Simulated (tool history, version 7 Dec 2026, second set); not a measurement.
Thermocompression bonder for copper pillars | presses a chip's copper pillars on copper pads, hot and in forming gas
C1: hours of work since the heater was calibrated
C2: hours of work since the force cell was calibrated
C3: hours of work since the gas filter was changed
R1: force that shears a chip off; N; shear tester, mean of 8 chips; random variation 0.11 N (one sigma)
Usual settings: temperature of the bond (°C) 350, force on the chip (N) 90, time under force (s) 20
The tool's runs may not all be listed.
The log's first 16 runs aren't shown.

{"day": 37.796, "done": "force cell calibrated, once more"}
{"run": 17, "day": 37.796, "temperature of the bond (°C)": 350, "force on the chip (N)": 90, "time under force (s)": 14, "C1": 866, "C2": 0, "C3": 185, "R1": 87.5}
{"day": 39.779, "done": "forming gas filter changed"}
{"run": 18, "day": 41.1, "temperature of the bond (°C)": 350, "force on the chip (N)": 90, "time under force (s)": 55, "C1": 904, "C2": 38, "C3": 15, "R1": 122.4}
{"run": 19, "day": 42.629, "temperature of the bond (°C)": 350, "force on the chip (N)": 90, "time under force (s)": 55, "C1": 922, "C2": 56, "C3": 33, "R1": 122.1}
{"run": 20, "day": 44.929, "temperature of the bond (°C)": 321, "force on the chip (N)": 79, "time under force (s)": 19, "C1": 949, "C2": 83, "C3": 60, "R1": 73.9}
{"run": 21, "day": 48.583, "temperature of the bond (°C)": 322, "force on the chip (N)": 69, "time under force (s)": 51, "C1": 992, "C2": 126, "C3": 103, "R1": 94.6}
{"run": 22, "day": 50.55, "temperature of the bond (°C)": 331, "force on the chip (N)": 90, "time under force (s)": 39, "C1": 1015, "C2": 149, "C3": 126, "R1": 102.7}
{"run": 23, "day": 52.475, "temperature of the bond (°C)": 356, "force on the chip (N)": 56, "time under force (s)": 30, "C1": 1037, "C2": 171, "C3": 148, "R1": 95.4}
{"run": 24, "day": 54.367, "temperature of the bond (°C)": 376, "force on the chip (N)": 96, "time under force (s)": 34, "C1": 1059, "C2": 194, "C3": 171, "R1": 123.8}
{"day": 55.204, "done": "heater calibrated with a thermocouple chip"}
{"run": 25, "day": 55.962, "temperature of the bond (°C)": 376, "force on the chip (N)": 72, "time under force (s)": 34, "C1": 9, "C2": 211, "C3": 188, "R1": 113.4}
{"day": 57.6, "done": "forming gas filter changed"}
{"run": 26, "day": 58.721, "temperature of the bond (°C)": 376, "force on the chip (N)": 96, "time under force (s)": 34, "C1": 41, "C2": 243, "C3": 13, "R1": 124.8}
{"run": 27, "day": 60.462, "temperature of the bond (°C)": 334, "force on the chip (N)": 68, "time under force (s)": 15, "C1": 61, "C2": 264, "C3": 33, "R1": 69}
{"run": 28, "day": 63.092, "temperature of the bond (°C)": 349, "force on the chip (N)": 90, "time under force (s)": 27, "C1": 92, "C2": 294, "C3": 64, "R1": 103.2}
{"run": 29, "day": 65.629, "temperature of the bond (°C)": 340, "force on the chip (N)": 90, "time under force (s)": 34, "C1": 122, "C2": 324, "C3": 94, "R1": 102.8}
{"run": 30, "day": 68.146, "temperature of the bond (°C)": 350, "force on the chip (N)": 90, "time under force (s)": 35, "C1": 151, "C2": 353, "C3": 123, "R1": 108.7}
{"run": 31, "day": 70.538, "temperature of the bond (°C)": 340, "force on the chip (N)": 83, "time under force (s)": 20, "C1": 179, "C2": 381, "C3": 151, "R1": 85.7}
{"run": 32, "day": 73.788, "temperature of the bond (°C)": 359, "force on the chip (N)": 88, "time under force (s)": 20, "C1": 217, "C2": 419, "C3": 189, "R1": 99.3}
{"day": 75.421, "done": "forming gas filter changed"}
{"run": 33, "day": 76.0, "temperature of the bond (°C)": 362, "force on the chip (N)": 118, "time under force (s)": 50, "C1": 243, "C2": 445, "C3": 7, "R1": 130.7}
{"run": 34, "day": 78.875, "temperature of the bond (°C)": 350, "force on the chip (N)": 91, "time under force (s)": 25, "C1": 276, "C2": 479, "C3": 40, "R1": 103.6}
{"run": 35, "day": 81.929, "temperature of the bond (°C)": 350, "force on the chip (N)": 85, "time under force (s)": 25, "C1": 312, "C2": 514, "C3": 76, "R1": 100.7}
{"run": 36, "day": 83.8, "temperature of the bond (°C)": 324, "force on the chip (N)": 98, "time under force (s)": 20, "C1": 334, "C2": 536, "C3": 98, "R1": 82.5}
{"run": 37, "day": 86.162, "temperature of the bond (°C)": 358, "force on the chip (N)": 98, "time under force (s)": 20, "C1": 361, "C2": 564, "C3": 126, "R1": 104.2}
{"run": 38, "day": 89.425, "temperature of the bond (°C)": 358, "force on the chip (N)": 98, "time under force (s)": 20, "C1": 400, "C2": 602, "C3": 164, "R1": 103.7}

Forecast each of these 4 alternatives for the next run:
{"run": "A", "day": 91.292, "temperature of the bond (°C)": 350, "force on the chip (N)": 90, "time under force (s)": 11, "C1": 421, "C2": 624, "C3": 186, "R1": "?"}
{"run": "B", "day": 91.292, "temperature of the bond (°C)": 334, "force on the chip (N)": 84, "time under force (s)": 14, "C1": 421, "C2": 624, "C3": 186, "R1": "?"}
{"run": "C", "day": 91.292, "temperature of the bond (°C)": 350, "force on the chip (N)": 103, "time under force (s)": 20, "C1": 421, "C2": 624, "C3": 186, "R1": "?"}
{"run": "D", "day": 91.292, "temperature of the bond (°C)": 358, "force on the chip (N)": 98, "time under force (s)": 17, "C1": 421, "C2": 624, "C3": 186, "R1": "?"}

run=A R1=81.2
run=B R1=74.3
run=C R1=100.3
run=D R1=99.4
Without the tool's hidden state the same runs would have given:
run=A R1=81.8
run=B R1=74.7
run=C R1=101.6
run=D R1=100.7
